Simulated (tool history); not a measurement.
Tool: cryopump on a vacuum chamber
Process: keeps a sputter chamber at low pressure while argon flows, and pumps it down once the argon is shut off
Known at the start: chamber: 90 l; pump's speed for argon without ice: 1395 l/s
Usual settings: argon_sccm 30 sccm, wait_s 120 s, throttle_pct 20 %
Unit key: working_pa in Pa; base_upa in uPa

{"run": 1, "hour": 0.0, "argon_sccm": 30, "wait_s": 120, "throttle_pct": 20, "working_pa": 0.1829, "base_upa": 2.24}
{"run": 2, "hour": 43.3, "argon_sccm": 30, "wait_s": 120, "throttle_pct": 20, "working_pa": 0.1825, "base_upa": 2.34}
{"run": 3, "hour": 85.2, "argon_sccm": 30, "wait_s": 120, "throttle_pct": 20, "working_pa": 0.1837, "base_upa": 2.34}
{"run": 4, "hour": 123.4, "argon_sccm": 30, "wait_s": 120, "throttle_pct": 20, "working_pa": 0.1828, "base_upa": 2.34}
{"run": 5, "hour": 160.5, "argon_sccm": 30, "wait_s": 120, "throttle_pct": 20, "working_pa": 0.1826, "base_upa": 2.41}
{"run": 6, "hour": 190.8, "argon_sccm": 30, "wait_s": 120, "throttle_pct": 20, "working_pa": 0.1825, "base_upa": 2.5}
{"run": 7, "hour": 235.8, "argon_sccm": 30, "wait_s": 35, "throttle_pct": 20, "working_pa": 0.1834, "base_upa": 3.35}
{"run": 8, "hour": 258.2, "argon_sccm": 30, "wait_s": 35, "throttle_pct": 20, "working_pa": 0.1821, "base_upa": 3.37}
{"run": 9, "hour": 283.3, "argon_sccm": 30, "wait_s": 78, "throttle_pct": 20, "working_pa": 0.1831, "base_upa": 2.71}
{"run": 10, "hour": 310.6, "argon_sccm": 53, "wait_s": 78, "throttle_pct": 20, "working_pa": 0.3237, "base_upa": 2.75}
{"run": 11, "hour": 346.4, "argon_sccm": 53, "wait_s": 78, "throttle_pct": 20, "working_pa": 0.3248, "base_upa": 2.8}
{"run": 12, "hour": 380.8, "argon_sccm": 53, "wait_s": 78, "throttle_pct": 20, "working_pa": 0.3256, "base_upa": 2.86}
{"run": 13, "hour": 400.6, "argon_sccm": 53, "wait_s": 78, "throttle_pct": 20, "working_pa": 0.3251, "base_upa": 2.79}
{"run": 14, "hour": 423.2, "argon_sccm": 13, "wait_s": 120, "throttle_pct": 20, "working_pa": 0.0802, "base_upa": 2.63}
{"run": 15, "hour": 446.5, "argon_sccm": 13, "wait_s": 120, "throttle_pct": 20, "working_pa": 0.0794, "base_upa": 2.69}
{"run": 16, "hour": 468.5, "argon_sccm": 13, "wait_s": 120, "throttle_pct": 20, "working_pa": 0.0804, "base_upa": 2.74}
{"run": 17, "hour": 509.9, "argon_sccm": 30, "wait_s": 120, "throttle_pct": 20, "working_pa": 0.1836, "base_upa": 2.76}
{"run": 18, "hour": 543.7, "argon_sccm": 26, "wait_s": 53, "throttle_pct": 29, "working_pa": 0.1108, "base_upa": 3.19}
{"run": 19, "hour": 568.6, "argon_sccm": 58, "wait_s": 120, "throttle_pct": 30, "working_pa": 0.2399, "base_upa": 2.79}
{"run": 20, "hour": 600.2, "argon_sccm": 30, "wait_s": 49, "throttle_pct": 25, "working_pa": 0.1484, "base_upa": 3.34}
{"run": 21, "hour": 640.4, "argon_sccm": 34, "wait_s": 219, "throttle_pct": 48, "working_pa": 0.0889, "base_upa": 2.75}
{"run": 22, "hour": 678.1, "argon_sccm": 53, "wait_s": 126, "throttle_pct": 35, "working_pa": 0.1893, "base_upa": 2.86}
{"run": 23, "hour": 709.5, "argon_sccm": 30, "wait_s": 112, "throttle_pct": 20, "working_pa": 0.1853, "base_upa": 2.94}
{"hour": 730.0, "done": "leaking fittings of the chamber tightened, without venting"}
{"run": 24, "hour": 753.4, "argon_sccm": 58, "wait_s": 22, "throttle_pct": 32, "working_pa": 0.2265, "base_upa": 2.26}
{"run": 25, "hour": 790.7, "argon_sccm": 41, "wait_s": 66, "throttle_pct": 55, "working_pa": 0.0948, "base_upa": 0.98}
{"run": 26, "hour": 817.1, "argon_sccm": 15, "wait_s": 120, "throttle_pct": 20, "working_pa": 0.0924, "base_upa": 0.74}
{"run": 27, "hour": 848.0, "argon_sccm": 15, "wait_s": 120, "throttle_pct": 20, "working_pa": 0.0937, "base_upa": 0.72}
{"run": 28, "hour": 891.3, "argon_sccm": 30, "wait_s": 67, "throttle_pct": 22, "working_pa": 0.1682, "base_upa": 1.01}
{"run": 29, "hour": 935.7, "argon_sccm": 36, "wait_s": 44, "throttle_pct": 51, "working_pa": 0.0906, "base_upa": 1.41}
{"run": 30, "hour": 974.9, "argon_sccm": 36, "wait_s": 44, "throttle_pct": 51, "working_pa": 0.0901, "base_upa": 1.41}
{"run": 31, "hour": 1018.5, "argon_sccm": 36, "wait_s": 44, "throttle_pct": 51, "working_pa": 0.0909, "base_upa": 1.53}
{"run": 32, "hour": 1058.3, "argon_sccm": 36, "wait_s": 44, "throttle_pct": 51, "working_pa": 0.0913, "base_upa": 1.55}
{"run": 33, "hour": 1087.4, "argon_sccm": 36, "wait_s": 44, "throttle_pct": 51, "working_pa": 0.092, "base_upa": 1.58}

Each row is a separate what-if for the run after 33, all from the same tool condition, not one after another. Results?
{"run": "A", "hour": 1118.4, "argon_sccm": 43, "wait_s": 35, "throttle_pct": 59, "working_pa": "?", "base_upa": "?"}
{"run": "B", "hour": 1118.4, "argon_sccm": 53, "wait_s": 161, "throttle_pct": 43, "working_pa": "?", "base_upa": "?"}
{"run": "C", "hour": 1118.4, "argon_sccm": 36, "wait_s": 44, "throttle_pct": 19, "working_pa": "?", "base_upa": "?"}
{"run": "D", "hour": 1118.4, "argon_sccm": 36, "wait_s": 45, "throttle_pct": 51, "working_pa": "?", "base_upa": "?"}

run=A working_pa=0.0955 base_upa=1.78
run=B working_pa=0.1595 base_upa=0.86
run=C working_pa=0.236 base_upa=1.58
run=D working_pa=0.0928 base_upa=1.6
What these runs would have given with no unlogged condition in the tool:
run=A working_pa=0.0881 base_upa=1.41
run=B working_pa=0.1503 base_upa=0.49
run=C working_pa=0.2298 base_upa=1.2
run=D working_pa=0.0865 base_upa=1.22

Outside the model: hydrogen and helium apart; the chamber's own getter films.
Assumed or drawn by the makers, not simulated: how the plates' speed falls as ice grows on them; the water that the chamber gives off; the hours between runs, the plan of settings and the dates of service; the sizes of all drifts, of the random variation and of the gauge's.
